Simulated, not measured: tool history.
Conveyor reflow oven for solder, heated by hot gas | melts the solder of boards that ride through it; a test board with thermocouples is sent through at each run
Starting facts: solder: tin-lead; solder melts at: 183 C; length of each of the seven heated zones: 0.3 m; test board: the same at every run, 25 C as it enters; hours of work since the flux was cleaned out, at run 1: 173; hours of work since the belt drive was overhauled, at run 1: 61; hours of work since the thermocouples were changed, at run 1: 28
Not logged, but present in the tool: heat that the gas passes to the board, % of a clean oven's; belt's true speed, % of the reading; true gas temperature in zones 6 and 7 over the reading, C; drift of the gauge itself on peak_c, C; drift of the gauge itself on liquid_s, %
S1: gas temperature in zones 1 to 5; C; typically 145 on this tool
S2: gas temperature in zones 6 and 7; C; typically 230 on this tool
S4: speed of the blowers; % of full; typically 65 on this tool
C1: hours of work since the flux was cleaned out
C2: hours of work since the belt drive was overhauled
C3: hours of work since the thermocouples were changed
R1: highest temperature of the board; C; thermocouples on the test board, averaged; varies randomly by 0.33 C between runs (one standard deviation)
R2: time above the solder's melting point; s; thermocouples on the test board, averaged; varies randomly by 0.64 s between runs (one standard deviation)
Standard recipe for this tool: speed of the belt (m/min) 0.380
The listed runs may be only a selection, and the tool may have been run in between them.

Run 1, hour 0.0: usual settings; C1 173; C2 61; C3 28. Result: R1 211.2 C, R2 66.4 s.
Run 2, hour 8.0: usual settings; C1 178; C2 66; C3 33. Result: R1 211.1 C, R2 66.9 s.
Run 3, hour 15.3: usual settings; C1 182; C2 70; C3 37. Result: R1 210.7 C, R2 67.2 s.
Run 4, hour 24.5: usual settings; C1 187; C2 75; C3 42. Result: R1 210.3 C, R2 67.3 s.
Run 5, hour 36.0: usual settings but S4 70 % of full; C1 193; C2 81; C3 48. Result: R1 212.6 C, R2 69.1 s.
At hour 54.6: flux residue cleaned out of gas plates and filters.
Run 6, hour 56.0: usual settings but S4 70 % of full; C1 1; C2 89; C3 56. Result: R1 212.0 C, R2 69.1 s.
Run 7, hour 69.3: usual settings but S4 70 % of full; C1 8; C2 96; C3 64. Result: R1 212.2 C, R2 67.2 s.
Run 8, hour 79.4: usual settings but S4 70 % of full; C1 14; C2 102; C3 69. Result: R1 213.2 C, R2 68.6 s.
Run 9, hour 85.6: usual settings but speed of the belt (m/min) 0.338, S4 70 % of full; C1 17; C2 105; C3 73. Result: R1 216.4 C, R2 82.6 s.
Run 10, hour 98.5: usual settings but speed of the belt (m/min) 0.338, S4 70 % of full; C1 24; C2 112; C3 80. Result: R1 216.6 C, R2 81.5 s.
Run 11, hour 108.1: usual settings but S2 239 C; C1 29; C2 118; C3 85. Result: R1 218.3 C, R2 73.6 s.
Run 12, hour 120.8: usual settings but S2 239 C; C1 36; C2 125; C3 92. Result: R1 218.3 C, R2 74.8 s.
Run 13, hour 128.7: usual settings; C1 41; C2 129; C3 96. Result: R1 210.5 C, R2 67.4 s.
Run 14, hour 138.0: usual settings; C1 46; C2 134; C3 101. Result: R1 210.6 C, R2 66.4 s.
Run 15, hour 152.3: usual settings but S4 80 % of full; C1 54; C2 142; C3 109. Result: R1 215.5 C, R2 72.0 s.
Run 16, hour 166.2: usual settings but S4 80 % of full; C1 61; C2 150; C3 117. Result: R1 215.5 C, R2 72.3 s.
Run 17, hour 176.4: usual settings but S4 68 % of full; C1 67; C2 155; C3 122. Result: R1 211.6 C, R2 67.7 s.
Run 18, hour 188.0: usual settings but S1 155 C, speed of the belt (m/min) 0.304, S4 78 % of full; C1 73; C2 162; C3 129. Result: R1 221.9 C, R2 104.6 s.
Run 19, hour 200.7: usual settings but S2 243 C, S4 82 % of full; C1 80; C2 168; C3 136. Result: R1 227.5 C, R2 82.4 s.
Run 20, hour 214.0: usual settings but S2 243 C, S4 82 % of full; C1 87; C2 176; C3 143. Result: R1 227.3 C, R2 81.0 s.
Run 21, hour 224.8: usual settings but S1 144 C, S2 225 C, speed of the belt (m/min) 0.379, S4 51 % of full; C1 93; C2 182; C3 149. Result: R1 201.5 C, R2 49.3 s.
Run 22, hour 232.5: usual settings but S1 144 C, S2 225 C, speed of the belt (m/min) 0.379, S4 51 % of full; C1 98; C2 186; C3 153. Result: R1 201.6 C, R2 49.2 s.
Run 23, hour 242.2: usual settings but S4 76 % of full; C1 103; C2 191; C3 158. Result: R1 214.2 C, R2 71.8 s.
Run 24, hour 251.1: usual settings but S2 221 C, S4 76 % of full; C1 108; C2 196; C3 163. Result: R1 206.6 C, R2 62.8 s.
Run 25, hour 258.6: usual settings but S2 221 C, S4 76 % of full; C1 112; C2 200; C3 167. Result: R1 206.5 C, R2 63.2 s.
Run 26, hour 268.0: usual settings but S1 157 C, S2 221 C, speed of the belt (m/min) 0.417, S4 76 % of full; C1 117; C2 205; C3 173. Result: R1 206.3 C, R2 61.8 s.
Run 27, hour 277.9: usual settings but S1 157 C, S2 221 C, speed of the belt (m/min) 0.417, S4 76 % of full; C1 122; C2 211; C3 178. Result: R1 206.4 C, R2 63.0 s.
Run 28, hour 290.2: usual settings but S1 138 C, S2 238 C; C1 129; C2 218; C3 185. Result: R1 216.0 C, R2 68.5 s.
Run 29, hour 305.2: usual settings but S1 140 C, S2 224 C; C1 137; C2 226; C3 193. Result: R1 205.2 C, R2 56.3 s.
Run 30, hour 320.0: usual settings but S1 140 C, S2 224 C; C1 145; C2 234; C3 201. Result: R1 204.9 C, R2 57.0 s.
Run 31, hour 327.2: usual settings but S1 140 C, S2 224 C; C1 149; C2 238; C3 205. Result: R1 204.6 C, R2 56.8 s.

Predict each of these 4 candidate next runs independently; none follows another, all start after run 31:
Run A, hour 336.5: usual settings but S1 140 C, S2 224 C, speed of the belt (m/min) 0.323; C1 155; C2 243; C3 210. Result: R1 ?, R2 ?.
Run B, hour 336.5: usual settings but S1 140 C, S2 227 C, speed of the belt (m/min) 0.352; C1 155; C2 243; C3 210. Result: R1 ?, R2 ?.
Run C, hour 336.5: usual settings but S2 225 C, speed of the belt (m/min) 0.334, S4 61 % of full; C1 155; C2 243; C3 210. Result: R1 ?, R2 ?.
Run D, hour 336.5: usual settings but speed of the belt (m/min) 0.338; C1 155; C2 243; C3 210. Result: R1 ?, R2 ?.

run     R1    R2
  A  209.7  75.8
  B  210.2  68.5
  C  209.0  75.4
  D  214.6  81.2
Stripped of hidden state, with their random variation kept, the same runs would have yielded:
run     R1    R2
  A  209.7  75.8
  B  210.2  68.5
  C  209.0  75.4
  D  214.6  81.2
